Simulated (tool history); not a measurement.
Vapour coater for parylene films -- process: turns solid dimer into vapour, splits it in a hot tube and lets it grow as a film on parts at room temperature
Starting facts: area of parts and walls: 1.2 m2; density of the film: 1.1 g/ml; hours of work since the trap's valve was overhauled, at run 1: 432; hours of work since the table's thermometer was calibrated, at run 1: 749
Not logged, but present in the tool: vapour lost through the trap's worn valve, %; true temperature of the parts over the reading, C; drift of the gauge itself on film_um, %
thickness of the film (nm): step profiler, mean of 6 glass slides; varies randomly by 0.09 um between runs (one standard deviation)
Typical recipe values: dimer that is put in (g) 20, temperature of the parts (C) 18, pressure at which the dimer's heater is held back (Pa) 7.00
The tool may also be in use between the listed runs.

| run | day | dimer that is put in (g) | temperature of the parts (C) | pressure at which the dimer's heater is held back (Pa) | hours of work since the trap's valve was overhauled | hours of work since the table's thermometer was calibrated | thickness of the film (nm) |
|---|---|---|---|---|---|---|---|
| 1 | 0.000 | 20 | 18 | 7.00 | 432 | 749 | 10010 |
| 2 | 1.762 | 20 | 18 | 8.06 | 470 | 787 | 9830 |
| 3 | 2.704 | 20 | 18 | 8.06 | 491 | 807 | 9830 |
| 4 | 3.442 | 20 | 18 | 8.06 | 507 | 823 | 9650 |
| 5 | 4.775 | 20 | 18 | 7.00 | 535 | 852 | 9860 |
| 6 | 6.438 | 20 | 18 | 7.00 | 571 | 888 | 9710 |
| 7 | 8.142 | 20 | 18 | 7.00 | 608 | 924 | 9560 |
| 8 | 9.554 | 20 | 18 | 7.00 | 638 | 955 | 9630 |
|  | 9.812 | trap's valve overhauled |
| 9 | 11.546 | 20 | 18 | 7.00 | 37 | 994 | 9120 |
|  | 12.467 | trap's valve overhauled, once more |
| 10 | 12.650 | 20 | 18 | 7.00 | 4 | 1014 | 10870 |
| 11 | 13.396 | 20 | 18 | 7.00 | 20 | 1030 | 10680 |
| 12 | 14.321 | 20 | 18 | 7.00 | 40 | 1050 | 10630 |
| 13 | 15.821 | 20 | 18 | 7.00 | 72 | 1083 | 10800 |
| 14 | 16.621 | 14 | 18 | 7.00 | 89 | 1100 | 7270 |
| 15 | 18.404 | 14 | 18 | 7.00 | 128 | 1138 | 7350 |
| 16 | 19.300 | 14 | 18 | 7.00 | 147 | 1157 | 7260 |
| 17 | 20.379 | 14 | 25 | 2.63 | 170 | 1181 | 6120 |
| 18 | 22.042 | 14 | 25 | 2.63 | 206 | 1217 | 6010 |
| 19 | 23.729 | 14 | 25 | 2.63 | 243 | 1253 | 5940 |
| 20 | 24.775 | 14 | 18 | 7.00 | 265 | 1275 | 7140 |
| 21 | 26.212 | 34 | 18 | 7.00 | 296 | 1306 | 17240 |
| 22 | 27.625 | 8 | 27 | 2.23 | 326 | 1337 | 3100 |
| 23 | 28.412 | 26 | 12 | 2.23 | 343 | 1354 | 18240 |
| 24 | 29.396 | 20 | 18 | 5.47 | 365 | 1375 | 10360 |
| 25 | 30.558 | 16 | 13 | 7.00 | 390 | 1400 | 9780 |
| 26 | 32.046 | 15 | 11 | 2.14 | 422 | 1432 | 10410 |
| 27 | 33.512 | 23 | 18 | 6.06 | 453 | 1464 | 11510 |
| 28 | 34.462 | 23 | 18 | 6.06 | 474 | 1484 | 11470 |
| 29 | 36.238 | 20 | 24 | 7.00 | 512 | 1522 | 7700 |
| 30 | 37.733 | 9 | 14 | 7.54 | 544 | 1554 | 5090 |
| 31 | 38.762 | 26 | 23 | 7.54 | 566 | 1577 | 10310 |

Below are 3 alternative next runs, each starting from the tool's condition after run 31. Predict each:
| A | 40.442 | 10 | 23 | 7.54 | 602 | 1613 | ? |
| B | 40.442 | 20 | 18 | 2.02 | 602 | 1613 | ? |
| C | 40.442 | 11 | 21 | 8.35 | 602 | 1613 | ? |

| run | thickness of the film (nm) |
|---|---|
| A | 3880 |
| B | 10730 |
| C | 4600 |
The same runs, with their run-to-run variation unchanged, on a tool lacking any hidden condition would have given:
| run | thickness of the film (nm) |
|---|---|
| A | 4440 |
| B | 12260 |
| C | 5260 |

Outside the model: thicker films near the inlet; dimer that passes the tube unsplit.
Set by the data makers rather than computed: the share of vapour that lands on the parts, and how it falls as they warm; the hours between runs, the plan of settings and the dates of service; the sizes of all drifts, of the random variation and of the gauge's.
